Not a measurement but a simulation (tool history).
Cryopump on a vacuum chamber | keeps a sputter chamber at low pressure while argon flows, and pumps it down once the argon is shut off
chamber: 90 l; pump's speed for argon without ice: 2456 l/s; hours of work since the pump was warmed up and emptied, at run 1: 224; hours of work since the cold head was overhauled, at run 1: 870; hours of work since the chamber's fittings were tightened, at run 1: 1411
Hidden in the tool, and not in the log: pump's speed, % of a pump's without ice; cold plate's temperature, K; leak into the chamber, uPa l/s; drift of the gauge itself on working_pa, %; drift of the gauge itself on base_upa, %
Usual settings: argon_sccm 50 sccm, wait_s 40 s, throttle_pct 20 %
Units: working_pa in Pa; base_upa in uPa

run	hour	argon_sccm	wait_s	throttle_pct	hours of work since the pump was warmed up and emptied	hours of work since the cold head was overhauled	hours of work since the chamber's fittings were tightened	working_pa	base_upa
1	0.0	50	40	20	224	870	1411	0.1772	1.62
2	27.1	50	21	20	248	894	1435	0.1762	2.68
3	64.0	50	40	20	281	927	1467	0.1775	1.72
4	100.0	50	40	20	312	959	1499	0.1798	1.74
5	125.0	50	40	20	334	981	1521	0.1790	1.77
6	162.1	50	40	20	367	1013	1554	0.1803	1.79
7	189.8	50	40	20	392	1038	1578	0.1797	1.79
8	205.5	50	40	35	405	1052	1592	0.1080	1.79
9	243.5	50	40	35	439	1085	1625	0.1088	1.81
10	268.1	50	40	35	461	1107	1647	0.1107	1.80
11	294.6	50	40	35	484	1130	1670	0.1087	1.91
12	320.0	50	40	35	506	1153	1693	0.1113	1.93
13	352.4	50	40	35	535	1181	1721	0.1108	2.01
14	378.7	50	72	18	558	1204	1745	0.2047	1.44
15	399.5	50	289	19	577	1223	1763	0.1947	1.02
16	430.6	50	54	20	604	1250	1791	0.1874	1.67
# hour 471.9: pump warmed up, emptied and cooled again
17	471.9	63	161	22	0	1282	1823	0.1972	0.96
18	489.6	63	161	22	16	1298	1838	0.1981	0.94

Forecast run 19:
19	507.4	63	161	22	31	1314	1854	?	?

{"run 19": {"working_pa": 0.2005, "base_upa": 1.02}}
Without the tool's hidden state the same run would have given working_pa 0.1991 Pa, base_upa 0.46 uPa.
